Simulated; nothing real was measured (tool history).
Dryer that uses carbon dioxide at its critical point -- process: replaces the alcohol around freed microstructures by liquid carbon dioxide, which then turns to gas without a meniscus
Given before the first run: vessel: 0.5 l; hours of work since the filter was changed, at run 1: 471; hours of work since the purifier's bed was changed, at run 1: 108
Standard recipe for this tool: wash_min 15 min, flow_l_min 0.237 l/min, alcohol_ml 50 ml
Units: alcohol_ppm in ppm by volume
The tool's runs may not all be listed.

run,hour,wash_min,flow_l_min,alcohol_ml,hours of work since the filter was changed,hours of work since the purifier's bed was changed,alcohol_ppm
1,0,15,0.237,50,471,108,1013
2,11.3,15,0.237,50,477,114,1021
3,22.9,15,0.237,50,483,120,1025
4,32.7,11,0.237,50,489,126,3506
5,46.2,11,0.237,50,495,133,3576
6,56,11,0.237,50,501,138,3621
7,64.5,11,0.237,50,505,142,3614
8,76.1,15,0.237,50,511,148,1089
9,88.2,15,0.237,50,517,154,1109
10,96.6,15,0.237,50,522,159,1075
11,104.9,15,0.237,50,526,163,1104
12,119.9,15,0.237,50,534,171,1129
13,129.7,15,0.285,50,539,176,458
14,137.6,15,0.237,50,543,180,1141
15,151.9,15,0.237,50,550,187,1169
16,168.2,23,0.364,42,559,196,26
# hour 174.9: inlet filter changed
17,185.4,22,0.335,38,5,204,32
18,200.1,20,0.218,55,13,212,177
19,208.4,16,0.339,46,17,216,46
20,224.8,15,0.176,94,26,225,3682
21,232.3,14,0.33,31,30,229,75
22,246,21,0.172,48,37,236,470
23,254.4,21,0.246,50,41,240,69
24,271,11,0.172,50,50,249,5894
25,286.6,11,0.399,50,58,257,153
26,297.5,11,0.399,50,64,263,161
27,305.5,11,0.155,30,68,267,4817
28,320.7,15,0.319,50,76,275,104
29,329.5,15,0.319,54,80,279,116

Each run again, without the hidden state but with its own random variation kept:
The tool's hidden condition here consists of: flow that reaches the vessel past the clogged filter, %; alcohol in the recycled carbon dioxide, ppm; drift of the gauge itself on alcohol_ppm, %.
run,alcohol_ppm
1,451
2,444
3,446
4,1900
5,1915
6,1936
7,1916
8,452
9,454
10,441
11,447
12,453
13,152
14,448
15,455
16,8
17,15
18,152
19,26
20,3511
21,51
22,416
23,44
24,5584
25,115
26,121
27,4520
28,68
29,76
